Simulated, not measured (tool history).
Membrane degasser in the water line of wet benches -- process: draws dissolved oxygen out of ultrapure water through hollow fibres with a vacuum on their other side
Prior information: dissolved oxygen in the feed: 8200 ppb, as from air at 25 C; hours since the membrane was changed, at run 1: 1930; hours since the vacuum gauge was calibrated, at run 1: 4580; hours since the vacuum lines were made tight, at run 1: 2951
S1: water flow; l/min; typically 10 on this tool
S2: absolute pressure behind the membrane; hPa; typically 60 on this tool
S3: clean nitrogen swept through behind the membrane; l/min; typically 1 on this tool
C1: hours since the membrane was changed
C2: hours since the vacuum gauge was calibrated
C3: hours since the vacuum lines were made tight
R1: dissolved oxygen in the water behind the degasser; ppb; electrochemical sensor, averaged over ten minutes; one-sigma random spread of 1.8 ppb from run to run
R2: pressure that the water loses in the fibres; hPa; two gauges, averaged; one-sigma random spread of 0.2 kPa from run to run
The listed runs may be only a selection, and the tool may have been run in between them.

Run 1, hour 0: usual settings; C1 1930; C2 4580; C3 2951. Result: R1 187.4 ppb, R2 453.2 hPa.
Run 2, hour 33.1: usual settings; C1 1963; C2 4613; C3 2984. Result: R1 190 ppb, R2 454.1 hPa.
Run 3, hour 86.8: usual settings but S2 86.4 hPa; C1 2017; C2 4667; C3 3038. Result: R1 249.7 ppb, R2 453.8 hPa.
Run 4, hour 110.2: usual settings; C1 2040; C2 4690; C3 3061. Result: R1 188.9 ppb, R2 458 hPa.
Run 5, hour 149.1: usual settings; C1 2079; C2 4729; C3 3100. Result: R1 187.2 ppb, R2 456 hPa.
Run 6, hour 176.1: usual settings; C1 2106; C2 4756; C3 3127. Result: R1 193 ppb, R2 454 hPa.
Run 7, hour 219.9: usual settings but S3 1.32 l/min; C1 2150; C2 4800; C3 3171. Result: R1 171.8 ppb, R2 452.5 hPa.
At hour 253.5: vacuum gauge calibrated.
Run 8, hour 253.8: usual settings but S3 1.32 l/min; C1 2183; C2 0; C3 3204. Result: R1 167.6 ppb, R2 453.1 hPa.
Run 9, hour 281: usual settings but S3 0.7 l/min; C1 2211; C2 28; C3 3232. Result: R1 208.3 ppb, R2 451.8 hPa.
Run 10, hour 329.8: usual settings but S3 0.7 l/min; C1 2259; C2 76; C3 3280. Result: R1 209.8 ppb, R2 453.6 hPa.
Run 11, hour 375.7: usual settings but S3 0.7 l/min; C1 2305; C2 122; C3 3326. Result: R1 205.8 ppb, R2 455.6 hPa.
Run 12, hour 426.4: usual settings but S3 0.7 l/min; C1 2356; C2 173; C3 3377. Result: R1 210.8 ppb, R2 453.8 hPa.
Run 13, hour 452.1: usual settings but S3 1.58 l/min; C1 2382; C2 199; C3 3403. Result: R1 159.5 ppb, R2 454.3 hPa.
Run 14, hour 485: usual settings; C1 2415; C2 232; C3 3436. Result: R1 187.3 ppb, R2 454.5 hPa.
Run 15, hour 535.2: usual settings; C1 2465; C2 282; C3 3486. Result: R1 188.5 ppb, R2 460.2 hPa.
Run 16, hour 560.2: usual settings but S2 49.2 hPa; C1 2490; C2 307; C3 3511. Result: R1 158.1 ppb, R2 455.1 hPa.
Run 17, hour 604.1: usual settings but S2 49.2 hPa; C1 2534; C2 351; C3 3555. Result: R1 161.2 ppb, R2 455.9 hPa.
Run 18, hour 638.4: usual settings but S2 68.3 hPa; C1 2568; C2 385; C3 3589. Result: R1 206 ppb, R2 452.7 hPa.
Run 19, hour 682.6: usual settings but S3 0.44 l/min; C1 2612; C2 429; C3 3633. Result: R1 256.9 ppb, R2 456.7 hPa.
Run 20, hour 706: usual settings but S1 8 l/min, S2 130.3 hPa, S3 0.49 l/min; C1 2636; C2 453; C3 3657. Result: R1 419.9 ppb, R2 363.6 hPa.
Run 21, hour 749.7: usual settings but S1 7 l/min, S2 75.6 hPa, S3 0.49 l/min; C1 2679; C2 496; C3 3700. Result: R1 181.4 ppb, R2 316.7 hPa.
Run 22, hour 774.8: usual settings but S1 7 l/min, S2 75.6 hPa, S3 0.49 l/min; C1 2704; C2 521; C3 3725. Result: R1 178.7 ppb, R2 314.1 hPa.
Run 23, hour 798.3: usual settings but S1 7 l/min, S2 75.6 hPa, S3 0.49 l/min; C1 2728; C2 545; C3 3749. Result: R1 180.7 ppb, R2 315.9 hPa.
Run 24, hour 824: usual settings but S1 7 l/min, S2 79 hPa, S3 0.49 l/min; C1 2754; C2 571; C3 3775. Result: R1 191.7 ppb, R2 318.8 hPa.
Run 25, hour 875.8: usual settings but S1 7 l/min, S2 95.6 hPa, S3 0.49 l/min; C1 2805; C2 622; C3 3826. Result: R1 241.5 ppb, R2 317.6 hPa.
Run 26, hour 930.6: usual settings but S1 7 l/min, S2 85.8 hPa, S3 1.79 l/min; C1 2860; C2 677; C3 3881. Result: R1 88.2 ppb, R2 319.9 hPa.
Run 27, hour 958.3: usual settings but S2 94.4 hPa; C1 2888; C2 705; C3 3909. Result: R1 263 ppb, R2 453.9 hPa.
Run 28, hour 1015.4: usual settings but S2 94.4 hPa; C1 2945; C2 762; C3 3966. Result: R1 270.1 ppb, R2 456.7 hPa.
Run 29, hour 1054.3: usual settings but S1 14 l/min, S2 86.8 hPa; C1 2984; C2 801; C3 4005. Result: R1 466.3 ppb, R2 640.4 hPa.
Run 30, hour 1079.2: usual settings but S1 12 l/min, S2 103.6 hPa, S3 1.09 l/min; C1 3009; C2 826; C3 4030. Result: R1 380.7 ppb, R2 544 hPa.
Run 31, hour 1130.5: usual settings but S1 14 l/min, S2 107.4 hPa, S3 1.79 l/min; C1 3060; C2 877; C3 4081. Result: R1 436.5 ppb, R2 640.3 hPa.
Run 32, hour 1159.5: usual settings but S1 6 l/min, S2 96.3 hPa, S3 1.79 l/min; C1 3089; C2 906; C3 4110. Result: R1 75.3 ppb, R2 273.4 hPa.
Run 33, hour 1206.6: usual settings but S3 0.5 l/min; C1 3136; C2 953; C3 4157. Result: R1 245.2 ppb, R2 459.1 hPa.

Below are 3 alternative next runs, each starting from the tool's condition after run 33. Predict each:
Run A, hour 1248.7: usual settings but S1 15 l/min, S2 70.9 hPa, S3 0.76 l/min; C1 3178; C2 995; C3 4199. Result: R1 ?, R2 ?.
Run B, hour 1248.7: usual settings but S3 0.68 l/min; C1 3178; C2 995; C3 4199. Result: R1 ?, R2 ?.
Run C, hour 1248.7: usual settings but S1 9 l/min, S2 39.9 hPa, S3 0.5 l/min; C1 3178; C2 995; C3 4199. Result: R1 ?, R2 ?.

run     R1     R2
  A  505.6  683.3
  B  218.5  455.5
  C    123  410.6
Without the tool's unlogged condition, the same runs would have read:
run     R1     R2
  A  481.8  670.3
  B  205.4  446.8
  C  112.7  402.8
